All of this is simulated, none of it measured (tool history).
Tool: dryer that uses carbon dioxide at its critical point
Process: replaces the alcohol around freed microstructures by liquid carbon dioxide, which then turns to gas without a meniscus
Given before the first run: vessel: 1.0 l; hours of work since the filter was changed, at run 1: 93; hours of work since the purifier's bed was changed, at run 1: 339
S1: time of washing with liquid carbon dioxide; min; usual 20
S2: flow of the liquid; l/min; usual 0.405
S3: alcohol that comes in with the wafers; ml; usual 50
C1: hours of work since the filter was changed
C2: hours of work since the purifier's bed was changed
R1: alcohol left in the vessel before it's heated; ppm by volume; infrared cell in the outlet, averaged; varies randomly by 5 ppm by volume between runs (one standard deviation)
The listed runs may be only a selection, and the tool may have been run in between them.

Run 1, hour 0.0: usual settings; C1 93; C2 339. Result: R1 84 ppm by volume.
Run 2, hour 12.9: usual settings; C1 102; C2 348. Result: R1 94 ppm by volume.
Run 3, hour 38.2: usual settings; C1 120; C2 365. Result: R1 96 ppm by volume.
Run 4, hour 61.8: usual settings; C1 136; C2 382. Result: R1 121 ppm by volume.
Run 5, hour 75.8: usual settings; C1 146; C2 391. Result: R1 132 ppm by volume.
At hour 90.5: inlet filter changed.
Run 6, hour 99.2: usual settings but S3 28 ml; C1 6; C2 407. Result: R1 47 ppm by volume.
Run 7, hour 123.1: usual settings but S1 22 min, S2 0.329 l/min, S3 86 ml; C1 22; C2 423. Result: R1 171 ppm by volume.
Run 8, hour 134.9: usual settings but S1 14 min, S2 0.316 l/min, S3 20 ml; C1 31; C2 432. Result: R1 460 ppm by volume.
Run 9, hour 150.2: usual settings but S1 14 min, S2 0.316 l/min, S3 20 ml; C1 41; C2 442. Result: R1 471 ppm by volume.
Run 10, hour 170.2: usual settings but S1 18 min, S2 0.395 l/min, S3 25 ml; C1 55; C2 456. Result: R1 93 ppm by volume.

Estimate the outcome of run 11 from the log above:
Run 11, hour 186.6: usual settings but S1 24 min, S3 60 ml; C1 66; C2 467. Result: R1 ?.

Run 11 yielded R1 43 ppm by volume.
Had the tool carried no hidden state, the very same run would have given R1 13 ppm by volume.
